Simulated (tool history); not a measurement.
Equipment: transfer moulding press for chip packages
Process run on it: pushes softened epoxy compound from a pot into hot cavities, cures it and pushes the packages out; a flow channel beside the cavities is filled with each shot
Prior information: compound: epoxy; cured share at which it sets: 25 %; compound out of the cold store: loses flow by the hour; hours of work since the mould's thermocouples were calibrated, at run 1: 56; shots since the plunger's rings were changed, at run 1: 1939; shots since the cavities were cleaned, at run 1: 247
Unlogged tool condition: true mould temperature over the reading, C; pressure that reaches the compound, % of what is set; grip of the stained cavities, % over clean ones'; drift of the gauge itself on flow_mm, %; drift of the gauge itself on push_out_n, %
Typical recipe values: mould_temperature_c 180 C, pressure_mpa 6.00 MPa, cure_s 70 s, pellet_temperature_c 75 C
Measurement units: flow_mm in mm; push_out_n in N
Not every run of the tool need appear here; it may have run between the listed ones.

| run | day | mould_temperature_c | pressure_mpa | cure_s | pellet_temperature_c | hours of work since the mould's thermocouples were calibrated | shots since the plunger's rings were changed | shots since the cavities were cleaned | incoming compound's hours out of the cold store | flow_mm | push_out_n |
|---|---|---|---|---|---|---|---|---|---|---|---|
| 1 | 0.000 | 180 | 6.00 | 70 | 75 | 56 | 1939 | 247 | 35.7 | 810 | 733 |
| 2 | 0.808 | 180 | 6.00 | 70 | 82 | 67 | 2187 | 495 | 23.8 | 826 | 860 |
| 3 | 1.533 | 180 | 6.00 | 70 | 82 | 76 | 2410 | 718 | 40.4 | 784 | 878 |
|  | 2.242 | cavities cleaned with cleaning compound and waxed |
| 4 | 2.279 | 180 | 6.00 | 70 | 82 | 85 | 2619 | 11 | 34.4 | 806 | 663 |
| 5 | 3.133 | 180 | 6.00 | 70 | 75 | 97 | 2882 | 274 | 25.8 | 825 | 825 |
| 6 | 3.983 | 180 | 6.00 | 70 | 75 | 108 | 3142 | 534 | 27.4 | 820 | 889 |
| 7 | 4.600 | 180 | 6.00 | 70 | 75 | 116 | 3332 | 724 | 35.2 | 794 | 910 |
|  | 5.329 | cavities cleaned with cleaning compound and waxed |
| 8 | 5.579 | 180 | 6.00 | 70 | 78 | 128 | 3613 | 77 | 45.6 | 759 | 698 |
| 9 | 6.142 | 180 | 6.00 | 70 | 78 | 135 | 3785 | 249 | 35.5 | 788 | 796 |
| 10 | 6.817 | 180 | 6.00 | 70 | 78 | 144 | 3993 | 457 | 33.9 | 786 | 862 |
| 11 | 7.225 | 180 | 6.00 | 70 | 75 | 149 | 4119 | 583 | 39.7 | 767 | 906 |
| 12 | 7.988 | 180 | 6.00 | 74 | 75 | 159 | 4353 | 817 | 18.9 | 835 | 830 |
|  | 8.404 | cavities cleaned with cleaning compound and waxed |
| 13 | 8.492 | 180 | 6.00 | 74 | 75 | 165 | 4487 | 27 | 27.9 | 790 | 585 |
|  | 8.612 | mould's thermocouples calibrated |
|  | 8.958 | plunger's sealing rings changed |
| 14 | 9.446 | 180 | 6.00 | 70 | 75 | 10 | 149 | 263 | 46.1 | 807 | 776 |
|  | 10.050 | mould's thermocouples calibrated, once more |
| 15 | 10.183 | 180 | 6.00 | 70 | 75 | 2 | 350 | 464 | 14.8 | 906 | 874 |
| 16 | 10.675 | 181 | 7.49 | 70 | 68 | 8 | 500 | 614 | 17.3 | 979 | 887 |
| 17 | 11.217 | 181 | 7.49 | 70 | 68 | 15 | 667 | 781 | 17.7 | 977 | 939 |
|  | 11.729 | cavities cleaned with cleaning compound and waxed |
| 18 | 12.171 | 174 | 5.12 | 63 | 75 | 27 | 941 | 136 | 36.1 | 768 | 1377 |
| 19 | 12.629 | 174 | 5.12 | 63 | 75 | 33 | 1081 | 276 | 10.9 | 834 | 1570 |
| 20 | 13.121 | 174 | 5.12 | 63 | 75 | 39 | 1232 | 427 | 11.3 | 833 | 1676 |
| 21 | 14.071 | 177 | 5.33 | 61 | 78 | 52 | 1524 | 719 | 16.0 | 824 | 1580 |
|  | 14.767 | cavities cleaned with cleaning compound and waxed |
| 22 | 15.004 | 174 | 6.34 | 70 | 82 | 63 | 1791 | 73 | 45.0 | 814 | 977 |
| 23 | 15.954 | 179 | 4.56 | 70 | 75 | 76 | 2083 | 365 | 26.7 | 727 | 900 |
| 24 | 16.533 | 181 | 7.05 | 69 | 77 | 83 | 2261 | 543 | 29.9 | 895 | 857 |
| 25 | 17.362 | 187 | 4.84 | 103 | 85 | 94 | 2515 | 797 | 24.1 | 738 | 507 |
|  | 17.808 | cavities cleaned with cleaning compound and waxed |
| 26 | 18.350 | 173 | 6.00 | 70 | 68 | 106 | 2798 | 165 | 9.3 | 883 | 1281 |
| 27 | 18.854 | 173 | 6.00 | 70 | 68 | 113 | 2954 | 321 | 12.0 | 888 | 1342 |

Forecast each of these 4 alternatives for the next run:
| A | 19.471 | 180 | 5.98 | 63 | 71 | 121 | 3143 | 510 | 9.1 | ? | ? |
| B | 19.471 | 180 | 6.00 | 71 | 75 | 121 | 3143 | 510 | 12.7 | ? | ? |
| C | 19.471 | 178 | 6.00 | 87 | 75 | 121 | 3143 | 510 | 38.8 | ? | ? |
| D | 19.471 | 180 | 6.00 | 70 | 68 | 121 | 3143 | 510 | 29.2 | ? | ? |

| run | flow_mm | push_out_n |
|---|---|---|
| A | 890 | 1295 |
| B | 851 | 877 |
| C | 781 | 627 |
| D | 808 | 889 |
Take away the tool's hidden state, keep each run's random variation, and the runs would have read:
| run | flow_mm | push_out_n |
|---|---|---|
| A | 934 | 985 |
| B | 892 | 666 |
| C | 819 | 479 |
| D | 848 | 674 |
